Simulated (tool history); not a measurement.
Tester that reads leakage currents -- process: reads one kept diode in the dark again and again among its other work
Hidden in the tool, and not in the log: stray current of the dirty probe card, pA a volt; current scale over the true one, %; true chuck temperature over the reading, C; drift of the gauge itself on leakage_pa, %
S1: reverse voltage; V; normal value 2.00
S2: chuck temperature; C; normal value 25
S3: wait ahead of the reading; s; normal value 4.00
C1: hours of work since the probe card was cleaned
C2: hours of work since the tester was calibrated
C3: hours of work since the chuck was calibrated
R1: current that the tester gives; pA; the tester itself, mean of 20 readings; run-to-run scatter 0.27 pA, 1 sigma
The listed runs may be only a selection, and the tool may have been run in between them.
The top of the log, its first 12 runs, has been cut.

| run | hour | S1 | S2 | S3 | C1 | C2 | C3 | R1 |
|---|---|---|---|---|---|---|---|---|
| 13 | 1514.0 | 1.33 | 25 | 4.00 | 1097 | 1353 | 876 | 78.25 |
| 14 | 1628.8 | 2.00 | 25 | 4.00 | 1164 | 1419 | 943 | 98.78 |
| 15 | 1770.0 | 2.00 | 25 | 4.00 | 1245 | 1501 | 1024 | 99.21 |
|  | 1859.5 | chuck's temperature calibrated |
| 16 | 1899.5 | 2.00 | 25 | 4.00 | 1319 | 1574 | 23 | 88.96 |
| 17 | 1999.9 | 3.90 | 28 | 4.00 | 1377 | 1633 | 81 | 172.42 |
| 18 | 2083.3 | 3.90 | 28 | 4.00 | 1426 | 1681 | 129 | 174.26 |
| 19 | 2191.3 | 2.00 | 22 | 4.00 | 1488 | 1743 | 192 | 68.72 |
| 20 | 2328.4 | 12.39 | 33 | 4.00 | 1567 | 1823 | 271 | 528.67 |
| 21 | 2458.1 | 12.39 | 33 | 4.00 | 1643 | 1898 | 346 | 532.63 |
| 22 | 2581.9 | 4.45 | 49 | 4.00 | 1714 | 1969 | 418 | 1213.51 |
| 23 | 2728.5 | 8.59 | 49 | 4.00 | 1799 | 2054 | 503 | 1751.32 |
| 24 | 2875.6 | 8.59 | 49 | 4.00 | 1884 | 2139 | 588 | 1771.65 |
| 25 | 3028.0 | 8.59 | 49 | 4.00 | 1972 | 2228 | 676 | 1792.13 |
| 26 | 3164.0 | 8.59 | 49 | 4.00 | 2051 | 2306 | 755 | 1798.95 |
| 27 | 3260.3 | 8.59 | 49 | 4.00 | 2107 | 2362 | 811 | 1812.52 |
| 28 | 3395.0 | 2.00 | 49 | 9.24 | 2185 | 2440 | 889 | 819.15 |
| 29 | 3490.0 | 2.26 | 40 | 2.17 | 2240 | 2495 | 944 | 412.41 |
| 30 | 3625.1 | 1.57 | 40 | 3.33 | 2318 | 2573 | 1022 | 339.36 |
| 31 | 3703.5 | 1.57 | 40 | 3.33 | 2363 | 2618 | 1067 | 341.15 |

Here are 4 independent what-if runs from the current tool condition. What would each one return?
|  | 3729.5 | chuck's temperature calibrated |
| A | 3786.2 | 1.57 | 33 | 0.30 | 2410 | 2665 | 33 | ? |
|  | 3729.5 | chuck's temperature calibrated |
| B | 3786.2 | 2.00 | 48 | 1.52 | 2410 | 2665 | 33 | ? |
|  | 3729.5 | chuck's temperature calibrated |
| C | 3786.2 | 5.69 | 40 | 3.33 | 2410 | 2665 | 33 | ? |
|  | 3729.5 | chuck's temperature calibrated |
| D | 3786.2 | 2.88 | 40 | 3.33 | 2410 | 2665 | 33 | ? |

| run | R1 |
|---|---|
| A | 169.70 |
| B | 707.87 |
| C | 634.90 |
| D | 438.42 |
Without the tool's unlogged condition, the same runs would have read:
| run | R1 |
|---|---|
| A | 164.19 |
| B | 697.04 |
| C | 615.17 |
| D | 427.32 |
